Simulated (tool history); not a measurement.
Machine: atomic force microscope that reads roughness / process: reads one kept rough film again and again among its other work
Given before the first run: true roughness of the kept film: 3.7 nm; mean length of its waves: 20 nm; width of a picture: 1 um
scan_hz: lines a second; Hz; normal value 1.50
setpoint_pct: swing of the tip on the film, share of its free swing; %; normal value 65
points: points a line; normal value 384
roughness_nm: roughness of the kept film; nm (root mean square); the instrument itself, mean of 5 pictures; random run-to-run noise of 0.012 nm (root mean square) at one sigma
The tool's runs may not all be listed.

run   hour  scan_hz  setpoint_pct  points  roughness_nm
  1    0.0     1.50            65     384         2.125
  2   13.0     1.50            65     340         2.085
  3   23.8     1.50            57     340         2.083
  4   35.6     1.50            57     340         2.078
  5   42.5     1.50            57     340         2.063
  6   54.9     1.50            57     340         2.047
      57.2  -- height scale calibrated on a step standard
      59.1  -- new tip fitted
  7   69.3     1.50            56     384         2.760
      81.8  -- height scale calibrated on a step standard, once more
  8   83.1     1.50            56     384         2.714
  9   90.4     1.21            56     368         2.748
 10   97.4     1.50            85     384         2.499
 11  104.0     1.50            85     384         2.497
 12  111.8     0.71            65     547         2.678
 13  120.9     0.71            65     547         2.649
 14  128.1     0.71            65     547         2.613
 15  136.8     3.16            56     809         2.551

Forecast each of these 4 alternatives for the next run:
  A  151.5     1.50            72     306             ?
  B  151.5     1.09            56     324             ?
  C  151.5     3.68            56     577             ?
  D  151.5     1.68            65     384             ?

run  roughness_nm
  A         2.430
  B         2.513
  C         2.498
  D         2.466
Had the tool no hidden state, the same runs would have come out as:
run  roughness_nm
  A         2.747
  B         2.841
  C         2.822
  D         2.788
